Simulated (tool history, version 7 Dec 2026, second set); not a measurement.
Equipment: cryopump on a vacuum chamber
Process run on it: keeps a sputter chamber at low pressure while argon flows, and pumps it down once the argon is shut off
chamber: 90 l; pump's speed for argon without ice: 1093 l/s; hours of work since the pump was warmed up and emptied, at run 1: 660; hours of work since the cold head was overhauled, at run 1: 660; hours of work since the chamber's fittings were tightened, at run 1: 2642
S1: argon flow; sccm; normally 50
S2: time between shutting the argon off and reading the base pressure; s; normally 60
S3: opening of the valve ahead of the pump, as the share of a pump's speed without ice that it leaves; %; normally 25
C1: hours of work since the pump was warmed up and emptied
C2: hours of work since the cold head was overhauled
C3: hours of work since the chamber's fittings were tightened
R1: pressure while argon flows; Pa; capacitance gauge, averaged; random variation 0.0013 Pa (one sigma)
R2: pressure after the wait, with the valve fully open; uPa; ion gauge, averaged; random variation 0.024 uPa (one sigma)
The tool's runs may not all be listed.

| run | day | S1 | S2 | S3 | C1 | C2 | C3 | R1 | R2 |
|---|---|---|---|---|---|---|---|---|---|
| 1 | 0 | 50 | 60 | 25 | 660 | 660 | 2642 | 0.3338 | 3.69 |
| 2 | 1.942 | 50 | 60 | 25 | 679 | 679 | 2661 | 0.3329 | 3.7 |
| 3 | 3.138 | 50 | 169 | 25 | 690 | 690 | 2673 | 0.3303 | 3.28 |
| 4 | 4.796 | 50 | 60 | 25 | 707 | 707 | 2689 | 0.3333 | 3.78 |
| 5 | 6.108 | 35 | 60 | 25 | 719 | 719 | 2702 | 0.234 | 3.81 |
| 6 | 7.258 | 35 | 60 | 25 | 731 | 731 | 2713 | 0.2344 | 3.74 |
| 7 | 8.421 | 35 | 60 | 25 | 742 | 742 | 2724 | 0.2343 | 3.82 |
| 8 | 10.279 | 35 | 60 | 25 | 760 | 760 | 2742 | 0.2353 | 3.84 |
| 9 | 12.462 | 35 | 60 | 25 | 781 | 781 | 2764 | 0.2372 | 3.84 |
| 10 | 13.5 | 50 | 60 | 20 | 791 | 791 | 2774 | 0.4167 | 3.86 |
| 11 | 14.996 | 25 | 60 | 25 | 806 | 806 | 2788 | 0.1691 | 3.9 |
| 12 | 16.888 | 25 | 60 | 25 | 824 | 824 | 2807 | 0.1691 | 3.97 |
| 13 | 18.196 | 25 | 60 | 25 | 837 | 837 | 2820 | 0.1713 | 4.14 |
| 14 | 19.692 | 25 | 60 | 25 | 852 | 852 | 2834 | 0.1693 | 4.19 |
| 15 | 20.617 | 25 | 60 | 25 | 861 | 861 | 2843 | 0.1697 | 4.09 |
| 16 | 22.112 | 50 | 60 | 25 | 875 | 875 | 2858 | 0.342 | 4.11 |
| 17 | 23.308 | 56 | 60 | 25 | 887 | 887 | 2869 | 0.385 | 4.18 |
| 18 | 24.917 | 58 | 60 | 56 | 902 | 902 | 2885 | 0.1998 | 4.25 |
| 19 | 26.979 | 25 | 53 | 27 | 923 | 923 | 2905 | 0.1608 | 4.34 |
| 20 | 28.079 | 25 | 53 | 27 | 933 | 933 | 2916 | 0.1609 | 4.48 |
| 21 | 29.412 | 44 | 217 | 25 | 946 | 946 | 2929 | 0.3028 | 3.87 |
| 22 | 30.967 | 49 | 49 | 41 | 961 | 961 | 2944 | 0.2218 | 4.55 |
| 23 | 32.692 | 49 | 49 | 41 | 978 | 978 | 2961 | 0.2213 | 4.57 |
| 24 | 34.325 | 42 | 27 | 25 | 994 | 994 | 2977 | 0.2909 | 5.11 |
| 25 | 36.462 | 26 | 207 | 44 | 1015 | 1015 | 2997 | 0.1118 | 4.12 |
| 26 | 37.496 | 24 | 174 | 25 | 1025 | 1025 | 3007 | 0.1683 | 4.27 |
|  | 38.017 | pump warmed up, emptied and cooled again |
| 27 | 39.038 | 69 | 62 | 25 | 10 | 1038 | 3020 | 0.427 | 3.27 |
| 28 | 41.233 | 50 | 77 | 41 | 31 | 1059 | 3042 | 0.1919 | 3.21 |
| 29 | 43.138 | 50 | 77 | 41 | 50 | 1078 | 3060 | 0.1908 | 3.16 |
| 30 | 44.654 | 93 | 77 | 20 | 65 | 1093 | 3075 | 0.7306 | 3.19 |
| 31 | 46.275 | 23 | 50 | 25 | 80 | 1108 | 3091 | 0.1443 | 3.48 |
| 32 | 47.704 | 50 | 60 | 42 | 94 | 1122 | 3105 | 0.1872 | 3.46 |
| 33 | 49.671 | 50 | 60 | 42 | 113 | 1141 | 3124 | 0.1909 | 3.5 |
| 34 | 51.246 | 50 | 126 | 28 | 129 | 1157 | 3139 | 0.2819 | 3.18 |

Hidden state or all else? Some run-to-run changes of R1, split into what the settings, what came in and random variation would give without the hidden state, and what is left for the hidden state (with any gauge scatter that isn't in both results):
Hidden state present: pump's speed, % of a pump's without ice; cold plate's temperature, K; leak into the chamber, uPa l/s; drift of the gauge itself on working_pa, %; drift of the gauge itself on base_upa, %.
Run 15 -> 16: S1 25 -> 50. R1 +0.1723 Pa: hidden state +0.0167, all else +0.1556.
Run 18 -> 19: S1 58 -> 25, S2 60 -> 53, S3 56 -> 27. R1 -0.039 Pa: hidden state -0.0217, all else -0.0173.
Run 26 -> 27: S1 24 -> 69, S2 174 -> 62, pump warmed up, emptied and cooled again. R1 +0.2587 Pa: hidden state -0.0175, all else +0.2762.
Run 29 -> 30: S1 50 -> 93, S3 41 -> 20. R1 +0.5398 Pa: hidden state +0.0029, all else +0.5369.
Run 30 -> 31: S1 93 -> 23, S2 77 -> 50, S3 20 -> 25. R1 -0.5863 Pa: hidden state -0.0039, all else -0.5824.
